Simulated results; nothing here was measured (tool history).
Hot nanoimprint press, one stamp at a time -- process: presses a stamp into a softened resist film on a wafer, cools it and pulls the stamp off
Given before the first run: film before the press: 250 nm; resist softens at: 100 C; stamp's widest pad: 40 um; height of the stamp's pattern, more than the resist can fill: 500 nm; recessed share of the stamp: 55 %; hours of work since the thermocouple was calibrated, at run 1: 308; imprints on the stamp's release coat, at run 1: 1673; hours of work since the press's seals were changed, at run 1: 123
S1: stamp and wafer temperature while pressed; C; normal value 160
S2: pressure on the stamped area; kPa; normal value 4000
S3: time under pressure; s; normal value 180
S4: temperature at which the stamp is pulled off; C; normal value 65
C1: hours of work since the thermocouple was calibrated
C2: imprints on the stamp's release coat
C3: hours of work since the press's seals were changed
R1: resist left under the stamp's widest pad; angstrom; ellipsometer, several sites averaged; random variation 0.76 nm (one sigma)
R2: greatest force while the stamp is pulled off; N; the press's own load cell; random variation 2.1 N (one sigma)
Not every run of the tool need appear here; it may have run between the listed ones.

Run 1, day 0: usual settings; C1 308; C2 1673; C3 123. Result: R1 999 angstrom, R2 121 N.
At day 1.096: stamp cleaned and given a new release coat.
Run 2, day 1.167: usual settings; C1 317; C2 2; C3 133. Result: R1 1004 angstrom, R2 94 N.
Run 3, day 1.833: usual settings; C1 324; C2 25; C3 139. Result: R1 1025 angstrom, R2 95 N.
Run 4, day 2.604: usual settings; C1 332; C2 52; C3 147. Result: R1 1009 angstrom, R2 99 N.
At day 3.046: plate thermocouple calibrated.
Run 5, day 3.808: usual settings; C1 8; C2 89; C3 158. Result: R1 991 angstrom, R2 96 N.
Run 6, day 5: usual settings; C1 20; C2 130; C3 170. Result: R1 976 angstrom, R2 101 N.
Run 7, day 5.812: usual settings; C1 28; C2 159; C3 179. Result: R1 1002 angstrom, R2 98 N.
Run 8, day 7.321: usual settings; C1 44; C2 211; C3 194. Result: R1 998 angstrom, R2 98 N.
Run 9, day 8.1: usual settings; C1 52; C2 238; C3 202. Result: R1 1002 angstrom, R2 93 N.
Run 10, day 9.242: usual settings; C1 63; C2 277; C3 214. Result: R1 987 angstrom, R2 98 N.
Run 11, day 10.438: usual settings; C1 75; C2 319; C3 226. Result: R1 1008 angstrom, R2 98 N.
Run 12, day 11.212: usual settings but S3 146 s; C1 83; C2 346; C3 234. Result: R1 1089 angstrom, R2 99 N.
Run 13, day 12.5: usual settings but S3 146 s; C1 96; C2 390; C3 247. Result: R1 1096 angstrom, R2 101 N.
Run 14, day 13.712: usual settings; C1 109; C2 432; C3 259. Result: R1 1020 angstrom, R2 103 N.
Run 15, day 15.104: usual settings; C1 123; C2 480; C3 274. Result: R1 1011 angstrom, R2 104 N.
Run 16, day 16.246: usual settings; C1 135; C2 520; C3 285. Result: R1 1018 angstrom, R2 105 N.
Run 17, day 17.083: usual settings; C1 143; C2 549; C3 294. Result: R1 1018 angstrom, R2 102 N.
Run 18, day 18.246: usual settings but S2 2930 kPa, S3 140 s, S4 59 C; C1 155; C2 589; C3 306. Result: R1 1265 angstrom, R2 113 N.
Run 19, day 19.742: usual settings but S1 150 C, S2 4570 kPa, S3 140 s, S4 59 C; C1 170; C2 641; C3 321. Result: R1 1695 angstrom, R2 111 N.
Run 20, day 21.121: usual settings but S1 150 C, S2 4280 kPa, S3 186 s; C1 184; C2 689; C3 335. Result: R1 1571 angstrom, R2 103 N.
Run 21, day 21.929: usual settings but S1 157 C, S2 2920 kPa, S3 216 s, S4 56 C; C1 193; C2 717; C3 343. Result: R1 1248 angstrom, R2 119 N.
Run 22, day 22.796: usual settings but S1 162 C; C1 201; C2 747; C3 352. Result: R1 911 angstrom, R2 104 N.
Run 23, day 23.492: usual settings but S3 104 s, S4 73 C; C1 209; C2 771; C3 359. Result: R1 1263 angstrom, R2 90 N.
Run 24, day 24.925: usual settings but S2 4320 kPa; C1 223; C2 820; C3 374. Result: R1 988 angstrom, R2 104 N.
Run 25, day 26.292: usual settings but S2 4320 kPa; C1 237; C2 868; C3 388. Result: R1 996 angstrom, R2 110 N.
Run 26, day 27.6: usual settings but S1 168 C, S2 4910 kPa; C1 250; C2 913; C3 401. Result: R1 619 angstrom, R2 106 N.
Run 27, day 28.667: usual settings but S1 168 C, S2 4910 kPa; C1 261; C2 950; C3 412. Result: R1 614 angstrom, R2 107 N.
Run 28, day 30.158: usual settings but S1 168 C, S2 4910 kPa; C1 277; C2 1001; C3 427. Result: R1 630 angstrom, R2 104 N.
Run 29, day 31.092: usual settings but S4 52 C; C1 286; C2 1034; C3 437. Result: R1 1021 angstrom, R2 131 N.

How would selected steps in R1 from run to run divide? Give the signed amount a tool lacking its hidden state would still show from settings, what came in and random variation, and the signed amount left for the hidden state, including any gauge scatter that is not in both of the compared results.
Unlogged tool condition in this case: true temperature over the reading, C; pressure that arrives at the usual setting, %; grip of the stamp's worn release coat, % over a new coat's; drift of the gauge itself on residual_nm, %; drift of the gauge itself on pull_off_n, %.
Run 4 -> 5: plate thermocouple calibrated. R1 -18 angstrom: hidden state -23, all else +5.
Run 18 -> 19: S1 160 -> 150, S2 2930 -> 4570. R1 +430 angstrom: hidden state +16, all else +414.
Run 28 -> 29: S1 168 -> 160, S2 4910 -> 4000, S4 65 -> 52. R1 +391 angstrom: hidden state +24, all else +367.
